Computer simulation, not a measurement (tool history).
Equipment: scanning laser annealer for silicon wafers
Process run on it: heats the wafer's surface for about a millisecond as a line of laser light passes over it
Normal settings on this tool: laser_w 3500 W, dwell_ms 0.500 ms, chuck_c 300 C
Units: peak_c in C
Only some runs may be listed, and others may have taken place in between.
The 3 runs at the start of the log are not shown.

{"run": 4, "hour": 64.8, "laser_w": 3500, "dwell_ms": 0.5, "chuck_c": 300, "peak_c": 1031}
{"hour": 84.2, "done": "window over the wafer cleaned"}
{"run": 5, "hour": 91.6, "laser_w": 3500, "dwell_ms": 0.436, "chuck_c": 300, "peak_c": 1008}
{"run": 6, "hour": 105.6, "laser_w": 3466, "dwell_ms": 0.5, "chuck_c": 300, "peak_c": 1038}
{"run": 7, "hour": 123.6, "laser_w": 3500, "dwell_ms": 0.5, "chuck_c": 300, "peak_c": 1047}
{"run": 8, "hour": 142.4, "laser_w": 3500, "dwell_ms": 0.363, "chuck_c": 300, "peak_c": 953}
{"run": 9, "hour": 168.4, "laser_w": 3500, "dwell_ms": 0.363, "chuck_c": 300, "peak_c": 953}
{"run": 10, "hour": 185.9, "laser_w": 3500, "dwell_ms": 0.363, "chuck_c": 300, "peak_c": 951}
{"run": 11, "hour": 212.2, "laser_w": 3500, "dwell_ms": 0.363, "chuck_c": 300, "peak_c": 951}
{"run": 12, "hour": 241.9, "laser_w": 3500, "dwell_ms": 0.363, "chuck_c": 300, "peak_c": 950}
{"run": 13, "hour": 260.1, "laser_w": 3500, "dwell_ms": 0.363, "chuck_c": 300, "peak_c": 951}
{"run": 14, "hour": 273.7, "laser_w": 3500, "dwell_ms": 0.363, "chuck_c": 300, "peak_c": 952}
{"run": 15, "hour": 302.5, "laser_w": 3500, "dwell_ms": 0.5, "chuck_c": 300, "peak_c": 1047}
{"run": 16, "hour": 321.7, "laser_w": 3500, "dwell_ms": 0.5, "chuck_c": 300, "peak_c": 1043}
{"run": 17, "hour": 339.9, "laser_w": 3573, "dwell_ms": 0.5, "chuck_c": 260, "peak_c": 1022}
{"run": 18, "hour": 364.7, "laser_w": 3807, "dwell_ms": 0.5, "chuck_c": 319, "peak_c": 1147}
{"run": 19, "hour": 391.5, "laser_w": 3807, "dwell_ms": 0.5, "chuck_c": 319, "peak_c": 1144}
{"run": 20, "hour": 405.6, "laser_w": 3666, "dwell_ms": 0.5, "chuck_c": 304, "peak_c": 1091}
{"run": 21, "hour": 424.1, "laser_w": 3500, "dwell_ms": 0.5, "chuck_c": 264, "peak_c": 1008}
{"run": 22, "hour": 440.5, "laser_w": 3500, "dwell_ms": 0.5, "chuck_c": 264, "peak_c": 1007}
{"run": 23, "hour": 461.5, "laser_w": 3500, "dwell_ms": 0.5, "chuck_c": 264, "peak_c": 1001}
{"run": 24, "hour": 487.7, "laser_w": 3708, "dwell_ms": 0.529, "chuck_c": 269, "peak_c": 1085}
{"hour": 499.2, "done": "optics aligned, line set to its width"}
{"run": 25, "hour": 518.8, "laser_w": 3117, "dwell_ms": 0.5, "chuck_c": 300, "peak_c": 944}
{"run": 26, "hour": 539.0, "laser_w": 3500, "dwell_ms": 0.5, "chuck_c": 308, "peak_c": 1057}
{"run": 27, "hour": 561.1, "laser_w": 3500, "dwell_ms": 0.395, "chuck_c": 308, "peak_c": 983}

For run 28, what comes out?
{"run": 28, "hour": 590.6, "laser_w": 3500, "dwell_ms": 0.395, "chuck_c": 308, "peak_c": "?"}

Logged for run 28: peak_c 982 C.
Without the tool's hidden state the same run would have given peak_c 996 C.

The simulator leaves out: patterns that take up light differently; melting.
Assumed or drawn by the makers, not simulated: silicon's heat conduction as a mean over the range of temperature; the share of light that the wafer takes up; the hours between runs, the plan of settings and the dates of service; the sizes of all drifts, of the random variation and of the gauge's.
